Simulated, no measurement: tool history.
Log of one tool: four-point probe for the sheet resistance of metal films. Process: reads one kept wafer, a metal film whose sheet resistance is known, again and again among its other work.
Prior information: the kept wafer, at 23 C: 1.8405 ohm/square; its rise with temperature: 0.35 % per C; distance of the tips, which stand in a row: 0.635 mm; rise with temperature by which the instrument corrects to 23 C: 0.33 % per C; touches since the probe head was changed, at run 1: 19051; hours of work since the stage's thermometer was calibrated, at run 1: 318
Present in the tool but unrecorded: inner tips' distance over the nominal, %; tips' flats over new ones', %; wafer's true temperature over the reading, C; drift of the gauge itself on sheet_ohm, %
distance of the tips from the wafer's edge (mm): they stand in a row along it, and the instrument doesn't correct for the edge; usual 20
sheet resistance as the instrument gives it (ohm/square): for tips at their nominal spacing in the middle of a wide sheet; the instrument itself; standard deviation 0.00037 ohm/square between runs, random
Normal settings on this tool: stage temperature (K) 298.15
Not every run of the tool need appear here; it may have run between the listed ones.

| run | hour | stage temperature (K) | distance of the tips from the wafer's edge (mm) | touches since the probe head was changed | hours of work since the stage's thermometer was calibrated | sheet resistance as the instrument gives it (ohm/square) |
|---|---|---|---|---|---|---|
| 1 | 0 | 298.15 | 20 | 19051 | 318 | 1.847012 |
| 2 | 22.1 | 298.15 | 20 | 19688 | 334 | 1.846968 |
| 3 | 53.5 | 298.15 | 20 | 20588 | 356 | 1.846891 |
| 4 | 76.3 | 298.15 | 20 | 21245 | 372 | 1.846578 |
| 5 | 123.1 | 298.15 | 20 | 22589 | 406 | 1.846279 |
| 6 | 174.6 | 298.15 | 20 | 24071 | 443 | 1.846181 |
| 7 | 207.6 | 298.15 | 20 | 25018 | 466 | 1.846632 |
| 8 | 250.5 | 298.15 | 20 | 26253 | 497 | 1.846383 |
| 9 | 301.5 | 298.15 | 20 | 27719 | 533 | 1.845983 |
| 10 | 343 | 302.15 | 20 | 28911 | 563 | 1.847995 |
| 11 | 378 | 302.15 | 20 | 29918 | 588 | 1.847483 |
| 12 | 402.6 | 298.15 | 10 | 30624 | 605 | 1.848801 |
|  | 405.7 | stage's thermometer calibrated |
| 13 | 435.1 | 298.15 | 10 | 31544 | 21 | 1.848219 |
| 14 | 486.2 | 298.15 | 10 | 33013 | 57 | 1.848863 |
| 15 | 520.8 | 298.15 | 10 | 34007 | 82 | 1.848424 |
|  | 535.4 | stage's thermometer calibrated, once more |
| 16 | 568.6 | 298.15 | 10 | 35368 | 24 | 1.847724 |
| 17 | 607.9 | 298.15 | 10 | 36497 | 52 | 1.847424 |
| 18 | 634.3 | 298.15 | 10 | 37256 | 71 | 1.847357 |
| 19 | 664.4 | 298.15 | 10 | 38121 | 92 | 1.84664 |
| 20 | 702.6 | 298.15 | 10 | 39221 | 119 | 1.846633 |
| 21 | 731 | 303.15 | 3 | 40037 | 140 | 1.889736 |
| 22 | 761.1 | 303.15 | 3 | 40903 | 161 | 1.888989 |
| 23 | 811.5 | 303.15 | 3 | 42350 | 197 | 1.888707 |
| 24 | 855.3 | 303.15 | 3 | 43609 | 228 | 1.889299 |
| 25 | 887.3 | 301.15 | 7 | 44531 | 251 | 1.852234 |
| 26 | 935.6 | 299.15 | 36 | 45917 | 285 | 1.843127 |
| 27 | 969.1 | 292.15 | 4 | 46882 | 309 | 1.864398 |
| 28 | 1006.7 | 299.15 | 16 | 47961 | 336 | 1.843807 |
| 29 | 1058.6 | 304.15 | 5 | 49455 | 373 | 1.86016 |
| 30 | 1093.5 | 302.15 | 25 | 50458 | 398 | 1.845285 |
| 31 | 1145.9 | 298.15 | 4 | 51963 | 435 | 1.866838 |
| 32 | 1192.7 | 298.15 | 4 | 53308 | 469 | 1.866397 |
| 33 | 1214.1 | 298.15 | 4 | 53923 | 484 | 1.866354 |
| 34 | 1255.7 | 303.15 | 45 | 55120 | 514 | 1.844181 |
| 35 | 1293.5 | 307.15 | 6 | 56208 | 541 | 1.857181 |
| 36 | 1319.7 | 292.15 | 20 | 56959 | 559 | 1.839431 |
| 37 | 1364.7 | 294.15 | 56 | 58252 | 591 | 1.83958 |
| 38 | 1404.4 | 292.15 | 18 | 59395 | 620 | 1.840243 |
| 39 | 1455 | 292.15 | 18 | 60850 | 656 | 1.839366 |

Alternative continuations, all from the tool just after run 39; predict every row:
| A | 1499.4 | 298.15 | 34 | 62124 | 687 | ? |
| B | 1499.4 | 302.15 | 20 | 62124 | 687 | ? |
| C | 1499.4 | 308.15 | 18 | 62124 | 687 | ? |
| D | 1499.4 | 297.15 | 17 | 62124 | 687 | ? |
| E | 1499.4 | 299.15 | 18 | 62124 | 687 | ? |

| run | sheet resistance as the instrument gives it (ohm/square) |
|---|---|
| A | 1.840923 |
| B | 1.843252 |
| C | 1.846441 |
| D | 1.8415 |
| E | 1.84234 |
Without the tool's hidden state the same runs would have given:
| run | sheet resistance as the instrument gives it (ohm/square) |
|---|---|
| A | 1.841576 |
| B | 1.843913 |
| C | 1.847114 |
| D | 1.842151 |
| E | 1.842995 |
